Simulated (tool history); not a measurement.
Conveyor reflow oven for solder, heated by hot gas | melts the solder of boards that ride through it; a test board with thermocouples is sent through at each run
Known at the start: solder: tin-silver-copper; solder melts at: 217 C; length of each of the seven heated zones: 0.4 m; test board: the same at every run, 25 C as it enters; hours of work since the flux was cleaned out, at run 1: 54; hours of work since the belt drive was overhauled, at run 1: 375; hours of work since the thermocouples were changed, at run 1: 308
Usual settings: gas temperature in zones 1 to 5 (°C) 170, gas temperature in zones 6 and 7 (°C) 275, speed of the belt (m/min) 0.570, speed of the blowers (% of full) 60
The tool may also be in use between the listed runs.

run,hour,gas temperature in zones 1 to 5 (°C),gas temperature in zones 6 and 7 (°C),speed of the belt (m/min),speed of the blowers (% of full),hours of work since the flux was cleaned out,hours of work since the belt drive was overhauled,hours of work since the thermocouples were changed,highest temperature of the board (°C),time above the solder's melting point (s)
1,0.0,170,275,0.570,60,54,375,308,256.1,64.41
2,16.8,170,289,0.570,60,64,385,318,268.4,72.30
3,29.0,170,275,0.570,60,72,392,325,256.0,64.33
4,41.1,170,275,0.570,60,79,399,332,255.7,64.29
5,51.6,170,275,0.570,60,85,406,339,255.9,64.19
6,63.0,170,275,0.570,60,92,412,346,255.9,64.22
7,79.7,170,275,0.570,60,102,422,356,255.8,64.35
8,95.9,181,275,0.570,60,112,432,365,257.5,70.08
9,107.8,158,275,0.570,60,119,439,373,253.5,58.36
# hour 114.1: flux residue cleaned out of gas plates and filters
10,122.7,158,275,0.570,60,5,445,379,253.3,58.09
11,138.1,170,277,0.570,60,14,454,388,257.0,65.23
12,150.3,170,277,0.570,60,22,462,395,257.0,65.28
# hour 162.4: flux residue cleaned out of gas plates and filters, once more
13,170.5,170,277,0.570,60,5,471,404,258.0,65.79
14,182.3,170,277,0.570,60,12,478,411,257.5,65.70
15,189.4,170,273,0.570,60,16,482,416,254.2,63.28
16,196.6,170,273,0.570,60,21,487,420,254.2,63.23
17,211.5,170,275,0.521,60,30,496,429,258.9,73.34

Forecast run 18:
18,225.5,170,275,0.521,60,38,504,437,?,?

Run 18 gave highest temperature of the board (°C) 258.7, time above the solder's melting point (s) 73.41.
Without the tool's hidden state the same run would have given highest temperature of the board (°C) 259.9, time above the solder's melting point (s) 73.68.
